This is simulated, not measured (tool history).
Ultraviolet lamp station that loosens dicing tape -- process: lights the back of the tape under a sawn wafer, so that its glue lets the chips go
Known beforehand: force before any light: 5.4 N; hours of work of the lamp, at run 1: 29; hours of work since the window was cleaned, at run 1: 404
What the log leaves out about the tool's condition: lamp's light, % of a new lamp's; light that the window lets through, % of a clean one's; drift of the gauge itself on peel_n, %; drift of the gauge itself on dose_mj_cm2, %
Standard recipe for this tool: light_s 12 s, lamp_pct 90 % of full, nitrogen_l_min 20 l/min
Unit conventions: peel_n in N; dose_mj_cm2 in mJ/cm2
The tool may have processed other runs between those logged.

run,hour,light_s,lamp_pct,nitrogen_l_min,hours of work of the lamp,hours of work since the window was cleaned,peel_n,dose_mj_cm2
1,0.0,12,90,20,29,404,0.616,341
2,28.3,12,90,7,42,416,1.004,339
3,66.0,12,90,7,58,432,1.002,340
4,87.0,12,90,7,67,442,1.001,334
5,134.0,12,90,7,88,462,1.006,333
6,158.8,12,90,7,98,473,1.031,330
7,201.6,20,90,7,117,491,0.415,554
8,245.2,20,90,7,136,510,0.422,542
9,268.8,20,90,7,146,521,0.409,543
10,297.1,20,90,7,158,533,0.438,546
11,322.8,20,90,13,170,544,0.303,540
12,342.7,20,90,13,178,553,0.305,535
13,365.1,20,90,13,188,562,0.311,536
14,412.7,20,90,13,209,583,0.321,534
15,440.0,12,90,20,221,595,0.700,314
16,460.0,12,90,20,229,604,0.703,312
17,503.7,9,90,20,248,623,1.177,234
18,542.5,12,90,20,265,639,0.706,312
19,562.5,12,90,20,274,648,0.748,313
20,602.9,8,90,20,291,666,1.360,206
# hour 627.7: window cleaned of glue's vapour
21,640.1,8,90,20,307,5,1.470,190
22,677.4,8,90,20,324,22,1.529,188
23,697.4,8,90,20,332,30,1.571,186
24,724.1,8,90,20,344,42,1.541,186
# hour 753.0: window cleaned of glue's vapour, once more
25,759.8,12,92,37,359,3,0.484,355
26,786.3,11,62,8,371,14,1.737,216
27,821.0,7,85,13,386,30,1.799,185
28,849.7,7,85,13,398,42,1.753,188
29,891.7,14,85,14,416,60,0.612,372
30,930.2,14,85,14,433,77,0.628,372
31,953.5,14,85,14,443,87,0.631,368
32,981.2,12,68,8,455,99,1.396,248
33,1018.0,13,62,39,471,115,0.903,245
34,1059.6,8,88,15,489,133,1.438,217
35,1097.8,12,79,7,506,150,1.225,289
36,1131.5,12,79,7,521,165,1.251,284
37,1171.1,12,79,7,538,182,1.297,287
38,1213.3,12,79,7,556,200,1.304,279
39,1238.5,12,98,13,567,211,0.721,348
40,1260.1,12,98,13,577,220,0.732,346
41,1301.0,11,96,32,594,238,0.604,308
42,1323.3,11,96,32,604,248,0.650,307

Below are 4 alternative next runs, each starting from the tool's condition after run 42. Predict each:
A,1363.8,12,63,15,622,265,?,?
B,1363.8,11,82,6,622,265,?,?
C,1363.8,12,73,25,622,265,?,?
D,1363.8,11,66,6,622,265,?,?

run,peel_n,dose_mj_cm2
A,1.354,217
B,1.504,263
C,0.937,255
D,1.914,213
Had the tool no hidden state, the same runs would have come out as:
run,peel_n,dose_mj_cm2
A,1.085,255
B,1.219,309
C,0.713,300
D,1.609,250
